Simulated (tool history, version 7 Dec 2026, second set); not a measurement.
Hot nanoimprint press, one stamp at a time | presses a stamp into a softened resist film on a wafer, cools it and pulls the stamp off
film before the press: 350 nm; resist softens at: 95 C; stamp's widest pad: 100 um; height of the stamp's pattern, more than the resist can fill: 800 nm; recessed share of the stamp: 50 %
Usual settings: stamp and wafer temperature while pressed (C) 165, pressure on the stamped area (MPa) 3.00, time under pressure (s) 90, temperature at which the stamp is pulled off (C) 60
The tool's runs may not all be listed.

run	hour	stamp and wafer temperature while pressed (C)	pressure on the stamped area (MPa)	time under pressure (s)	temperature at which the stamp is pulled off (C)	resist left under the stamp's widest pad (Å)	greatest force while the stamp is pulled off (N)
1	0.0	165	3.00	90	60	1429	166
2	82.3	159	3.00	90	60	1662	192
3	118.9	165	3.00	90	60	1420	199
# hour 137.8: plate thermocouple calibrated
4	179.5	165	3.00	90	60	1409	222
5	246.1	169	3.00	90	60	1265	241
6	322.8	169	3.00	90	63	1265	230
7	374.9	169	3.00	90	63	1265	258
# hour 414.7: plate thermocouple calibrated, once more
8	416.8	169	3.00	90	63	1325	273
# hour 427.8: stamp cleaned and given a new release coat
9	464.9	169	3.00	90	63	1317	169
10	527.6	169	3.00	90	63	1320	189

Forecast each of these 4 alternatives for the next run:
# hour 574.1: press's hydraulic seals changed and the load cell set to zero
A	589.5	165	3.59	88	60	?	?
# hour 574.1: press's hydraulic seals changed and the load cell set to zero
B	589.5	158	3.00	90	63	?	?
# hour 574.1: press's hydraulic seals changed and the load cell set to zero
C	589.5	169	3.00	128	63	?	?
# hour 574.1: press's hydraulic seals changed and the load cell set to zero
D	589.5	165	2.45	90	60	?	?

run	resist left under the stamp's widest pad (Å)	greatest force while the stamp is pulled off (N)
A	1307	219
B	1722	200
C	1136	195
D	1599	215
Without the tool's hidden state the same runs would have given:
run	resist left under the stamp's widest pad (Å)	greatest force while the stamp is pulled off (N)
A	1320	175
B	1740	161
C	1147	157
D	1615	172

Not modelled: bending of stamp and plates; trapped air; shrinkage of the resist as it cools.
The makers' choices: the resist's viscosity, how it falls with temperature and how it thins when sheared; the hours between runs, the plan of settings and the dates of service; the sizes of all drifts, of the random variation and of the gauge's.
